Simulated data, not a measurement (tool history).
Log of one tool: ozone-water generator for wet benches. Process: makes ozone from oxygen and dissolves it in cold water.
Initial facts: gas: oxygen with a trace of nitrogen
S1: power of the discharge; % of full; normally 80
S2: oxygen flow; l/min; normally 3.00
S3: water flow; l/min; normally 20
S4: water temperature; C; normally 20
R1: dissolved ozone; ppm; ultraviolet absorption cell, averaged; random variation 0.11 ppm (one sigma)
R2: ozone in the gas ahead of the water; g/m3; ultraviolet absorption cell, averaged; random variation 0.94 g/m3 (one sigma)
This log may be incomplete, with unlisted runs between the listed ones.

run    hour  S1    S2  S3  S4    R1     R2
  1     0.0  80  3.00  20  20   9.1  159.7
  2    65.8  80  3.00  20  20   9.1  160.4
  3   124.3  80  3.00  20  20   9.3  161.2
  4   234.4  80  3.00  20  20   9.1  160.1
  5   324.0  80  3.00  20  20   9.3  162.0
  6   412.4  80  3.00  20  20   9.2  161.9
  7   487.8  67  3.00  20  20   8.3  146.8
  8   586.3  80  3.00  20  20   9.1  160.9
  9   691.8  80  3.00  20  20   9.0  160.3
 10   741.3  80  3.00  20  20   9.3  162.5
 11   819.7  80  3.00  26  20   6.9  162.0
 12   893.0  80  3.00  26  20   6.8  161.6
 13   946.5  80  3.00  20  20   9.4  161.2
 14  1047.1  80  3.00  20  26   8.5  162.5
 15  1139.3  69  3.40  29  22   5.9  136.5
 16  1201.6  69  3.40  29  22   5.8  138.6
 17  1270.8  60  3.80  14  17  11.4  119.3
 18  1320.3  60  3.80  14  17  11.1  119.5
 19  1412.4  60  3.80  14  16  11.3  120.0
 20  1505.7  83  5.04  20  25   8.4  119.8
 21  1598.1  92  1.84  16  17  12.3  238.2
 22  1700.7  62  5.26  23  16   7.3  100.5
 23  1801.4  98  4.08  20  20  10.4  149.7
 24  1861.6  98  4.08  20  20  10.0  149.7
 25  1971.9  98  1.67  20  20   9.6  265.9
 26  2041.9  59  3.71  30  22   5.2  122.1
     2053.3  -- contactor cleaned
 27  2127.8  59  3.71  30  22   5.1  120.4
 28  2204.2  59  3.71  30  22   4.9  121.0

Here are 5 independent what-if runs from the current tool condition. What would each one return?
  A  2272.1  89  3.00  20  20   ?   ?
  B  2272.1  80  2.96  30  20   ?   ?
  C  2272.1  80  3.34  19  17   ?   ?
  D  2272.1  80  4.76  28  20   ?   ?
  E  2272.1  61  2.86  30  17   ?   ?

run   R1     R2
  A  9.7  174.0
  B  6.1  166.8
  C  9.9  153.3
  D  6.5  123.7
  E  5.2  146.2
The same runs, with their run-to-run variation unchanged, on a tool lacking any hidden condition would have given:
run   R1     R2
  A  9.8  169.9
  B  6.1  162.9
  C  9.9  149.7
  D  6.5  120.8
  E  5.2  142.8
